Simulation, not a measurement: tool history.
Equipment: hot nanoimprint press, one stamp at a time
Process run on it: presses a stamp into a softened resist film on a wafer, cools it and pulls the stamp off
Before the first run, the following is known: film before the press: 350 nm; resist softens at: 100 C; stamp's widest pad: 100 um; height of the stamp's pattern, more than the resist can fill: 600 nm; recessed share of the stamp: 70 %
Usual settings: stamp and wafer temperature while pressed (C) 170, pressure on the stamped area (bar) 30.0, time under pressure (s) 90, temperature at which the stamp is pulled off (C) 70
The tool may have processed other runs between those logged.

run     day  stamp and wafer temperature while pressed (C)  pressure on the stamped area (bar)  time under pressure (s)  temperature at which the stamp is pulled off (C)  resist left under the stamp's widest pad (nm)  greatest force while the stamp is pulled off (N)
  1   0.000                                            170                                30.0                       90                                                70                                          184.9                                               169
  2   1.138                                            170                                30.0                       90                                                70                                          185.9                                               178
  3   2.825                                            181                                30.0                       90                                                70                                          143.7                                               176
  4   4.592                                            181                                30.0                       90                                                70                                          142.6                                               187
  5   6.112                                            181                                30.0                       90                                                70                                          142.8                                               193
  6   7.592                                            181                                30.0                       90                                                70                                          142.8                                               193
  7   9.696                                            181                                30.0                       90                                                70                                          142.8                                               206
  8  10.625                                            181                                30.0                       90                                                70                                          142.0                                               211
  9  11.783                                            170                                30.0                       97                                                70                                          179.5                                               208
 10  13.600                                            170                                30.0                       97                                                70                                          179.3                                               215
 11  15.283                                            170                                30.0                       97                                                70                                          180.6                                               225
 12  16.783                                            170                                30.0                       90                                                70                                          182.9                                               232
 13  17.971                                            170                                30.0                       90                                                71                                          182.0                                               227
 14  19.767                                            170                                30.0                       90                                                71                                          183.2                                               238
 15  21.204                                            170                                30.0                       90                                                70                                          182.6                                               237
 16  22.658                                            170                                30.0                       90                                                70                                          182.6                                               243
 17  24.117                                            170                                30.0                       90                                                70                                          193.8                                               263
 18  25.100                                            158                                35.8                       51                                                67                                          269.9                                               281
 19  27.017                                            161                                34.8                       48                                                61                                          260.0                                               197
 20  29.275                                            166                                40.9                      142                                                67                                          159.7                                               187
 21  31.008                                            178                                23.8                      142                                                67                                          152.2                                               191
 22  32.388                                            178                                23.8                      142                                                67                                          152.6                                               190
 23  34.275                                            178                                23.8                      142                                                67                                          151.8                                               198
 24  35.792                                            177                                23.8                      142                                                67                                          156.0                                               208
 25  36.917                                            177                                30.0                       90                                                70                                          163.7                                               195
 26  38.504                                            177                                30.0                       90                                                70                                          162.1                                               209
 27  39.462                                            170                                24.9                       90                                                70                                          206.5                                               207
 28  41.212                                            170                                30.0                       80                                                64                                          189.6                                               250
 29  43.158                                            170                                30.0                       80                                                64                                          190.4                                               256

Put back what was entered between runs (3 entries, withheld): which listed runs does each sit between, and how does the hidden state differ from the listed run before to the listed run after?
In the gap between runs 16 and 17: plate thermocouple calibrated (day 23.404)
  true temperature over the reading, C: 2.44 -> 0.02; pressure that arrives at the usual setting, %: 93.35 -> 93.22; grip of the stamp's worn release coat, % over a new coat's: 64.5 -> 67.9
  measured result minus the result with no hidden state, resist left under the stamp's widest pad (nm): -4.5 -> +6.3; greatest force while the stamp is pulled off (N): +85 -> +107
In the gap between runs 18 and 19: stamp cleaned and given a new release coat (day 25.708)
  true temperature over the reading, C: 0.07 -> 0.17; pressure that arrives at the usual setting, %: 93.12 -> 92.96; grip of the stamp's worn release coat, % over a new coat's: 70.5 -> 2.9
  measured result minus the result with no hidden state, resist left under the stamp's widest pad (nm): +6.6 -> +6.5; greatest force while the stamp is pulled off (N): +116 -> +5
In the gap between runs 27 and 28: press's hydraulic seals changed and the load cell set to zero (day 40.133)
  true temperature over the reading, C: 0.9 -> 0.98; pressure that arrives at the usual setting, %: 91.74 -> 99.63; grip of the stamp's worn release coat, % over a new coat's: 31.5 -> 34.9
  measured result minus the result with no hidden state, resist left under the stamp's widest pad (nm): +2.4 -> -4.1; greatest force while the stamp is pulled off (N): +46 -> +60
